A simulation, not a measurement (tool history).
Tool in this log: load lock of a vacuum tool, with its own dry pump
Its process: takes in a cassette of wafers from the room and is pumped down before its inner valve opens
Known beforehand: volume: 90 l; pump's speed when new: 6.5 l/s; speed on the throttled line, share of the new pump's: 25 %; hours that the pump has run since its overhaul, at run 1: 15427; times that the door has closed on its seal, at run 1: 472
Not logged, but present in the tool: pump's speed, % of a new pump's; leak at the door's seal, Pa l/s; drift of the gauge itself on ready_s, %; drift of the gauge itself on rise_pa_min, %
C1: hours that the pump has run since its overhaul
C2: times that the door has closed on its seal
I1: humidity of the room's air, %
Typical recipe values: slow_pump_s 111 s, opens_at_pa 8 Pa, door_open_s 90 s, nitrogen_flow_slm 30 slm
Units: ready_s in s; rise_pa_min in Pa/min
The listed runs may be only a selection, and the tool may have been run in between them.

{"run": 1, "day": 0.0, "slow_pump_s": 111, "opens_at_pa": 8, "door_open_s": 90, "nitrogen_flow_slm": 30, "C1": 15427, "C2": 472, "I1": 47.4, "ready_s": 215, "rise_pa_min": 0.034}
{"run": 2, "day": 12.408, "slow_pump_s": 111, "opens_at_pa": 8, "door_open_s": 90, "nitrogen_flow_slm": 30, "C1": 15725, "C2": 1315, "I1": 46.8, "ready_s": 214.6, "rise_pa_min": 0.033}
{"run": 3, "day": 26.808, "slow_pump_s": 111, "opens_at_pa": 8, "door_open_s": 31, "nitrogen_flow_slm": 30, "C1": 16070, "C2": 2292, "I1": 49.5, "ready_s": 215.2, "rise_pa_min": 0.019}
{"run": 4, "day": 34.912, "slow_pump_s": 111, "opens_at_pa": 8, "door_open_s": 90, "nitrogen_flow_slm": 30, "C1": 16265, "C2": 2843, "I1": 44.5, "ready_s": 217.4, "rise_pa_min": 0.039}
{"run": 5, "day": 49.362, "slow_pump_s": 111, "opens_at_pa": 8, "door_open_s": 26, "nitrogen_flow_slm": 30, "C1": 16612, "C2": 3824, "I1": 44.5, "ready_s": 215.8, "rise_pa_min": 0.017}
{"run": 6, "day": 67.188, "slow_pump_s": 111, "opens_at_pa": 13, "door_open_s": 90, "nitrogen_flow_slm": 30, "C1": 17039, "C2": 5035, "I1": 45.4, "ready_s": 208.2, "rise_pa_min": 0.04}
{"run": 7, "day": 75.292, "slow_pump_s": 111, "opens_at_pa": 13, "door_open_s": 90, "nitrogen_flow_slm": 30, "C1": 17234, "C2": 5585, "I1": 46.4, "ready_s": 208.7, "rise_pa_min": 0.045}
{"run": 8, "day": 90.154, "slow_pump_s": 111, "opens_at_pa": 13, "door_open_s": 90, "nitrogen_flow_slm": 30, "C1": 17591, "C2": 6594, "I1": 47.8, "ready_s": 209, "rise_pa_min": 0.04}
{"run": 9, "day": 104.212, "slow_pump_s": 111, "opens_at_pa": 8, "door_open_s": 90, "nitrogen_flow_slm": 30, "C1": 17928, "C2": 7549, "I1": 49.2, "ready_s": 215.8, "rise_pa_min": 0.042}
{"run": 10, "day": 116.5, "slow_pump_s": 111, "opens_at_pa": 8, "door_open_s": 90, "nitrogen_flow_slm": 30, "C1": 18223, "C2": 8384, "I1": 48, "ready_s": 214.5, "rise_pa_min": 0.037}
{"run": 11, "day": 131.775, "slow_pump_s": 111, "opens_at_pa": 10, "door_open_s": 44, "nitrogen_flow_slm": 30, "C1": 18590, "C2": 9421, "I1": 47, "ready_s": 211.6, "rise_pa_min": 0.026}
{"run": 12, "day": 150.392, "slow_pump_s": 73, "opens_at_pa": 10, "door_open_s": 56, "nitrogen_flow_slm": 30, "C1": 19036, "C2": 10685, "I1": 42, "ready_s": 183.2, "rise_pa_min": 0.025}
{"run": 13, "day": 159.917, "slow_pump_s": 64, "opens_at_pa": 8, "door_open_s": 43, "nitrogen_flow_slm": 30, "C1": 19265, "C2": 11332, "I1": 44.5, "ready_s": 180.8, "rise_pa_min": 0.019}
{"day": 162.55, "done": "dry pump taken out, an overhauled one fitted"}
{"run": 14, "day": 175.4, "slow_pump_s": 94, "opens_at_pa": 9, "door_open_s": 43, "nitrogen_flow_slm": 30, "C1": 308, "C2": 12367, "I1": 45.8, "ready_s": 200.9, "rise_pa_min": 0.02}
{"run": 15, "day": 185.4, "slow_pump_s": 94, "opens_at_pa": 15, "door_open_s": 37, "nitrogen_flow_slm": 13, "C1": 548, "C2": 13046, "I1": 45, "ready_s": 192.9, "rise_pa_min": 0.03}
{"run": 16, "day": 194.925, "slow_pump_s": 177, "opens_at_pa": 15, "door_open_s": 55, "nitrogen_flow_slm": 13, "C1": 777, "C2": 13693, "I1": 45.2, "ready_s": 257.4, "rise_pa_min": 0.032}
{"run": 17, "day": 204.038, "slow_pump_s": 177, "opens_at_pa": 15, "door_open_s": 55, "nitrogen_flow_slm": 13, "C1": 996, "C2": 14311, "I1": 43.2, "ready_s": 254.9, "rise_pa_min": 0.038}
{"run": 18, "day": 220.742, "slow_pump_s": 84, "opens_at_pa": 8, "door_open_s": 144, "nitrogen_flow_slm": 12, "C1": 1397, "C2": 15446, "I1": 45.9, "ready_s": 193.8, "rise_pa_min": 0.072}

Entry by entry between the runs, the difference in hidden state between the last listed run before and the first listed run after:
After run 13, before run 14: dry pump taken out, an overhauled one fitted (day 162.55)
  leak at the door's seal, Pa l/s: 0.0022 -> 0.0023
